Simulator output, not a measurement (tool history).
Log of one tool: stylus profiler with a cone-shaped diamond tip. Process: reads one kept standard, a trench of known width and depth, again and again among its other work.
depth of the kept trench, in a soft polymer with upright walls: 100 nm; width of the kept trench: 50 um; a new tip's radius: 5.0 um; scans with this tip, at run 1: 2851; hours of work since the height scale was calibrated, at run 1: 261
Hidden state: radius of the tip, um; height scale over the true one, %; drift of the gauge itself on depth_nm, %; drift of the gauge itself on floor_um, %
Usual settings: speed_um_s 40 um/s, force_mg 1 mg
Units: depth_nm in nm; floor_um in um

run   hour  speed_um_s  force_mg  scans with this tip  hours of work since the height scale was calibrated  depth_nm  floor_um
  1    0.0          40         1                 2851                                                  261    100.55     47.51
  2   18.0          40         1                 3004                                                  275    100.26     47.46
  3   36.3          40         1                 3159                                                  290    100.45     47.59
  4   60.7          40         1                 3367                                                  309    100.48     47.49
  5   82.8          40         1                 3555                                                  326    100.41     47.50
      85.4  -- height scale calibrated on a step standard
  6  106.0          40         1                 3748                                                   16    100.63     47.54
  7  120.9          40         1                 3875                                                   28    100.43     47.49

Forecast run 8:
  8  139.8          40         1                 4035                                                   42         ?         ?

{"run 8": {"depth_nm": 100.6, "floor_um": 47.49}}
Without the tool's hidden state the same run would have given depth_nm 100.77 nm, floor_um 47.74 um.
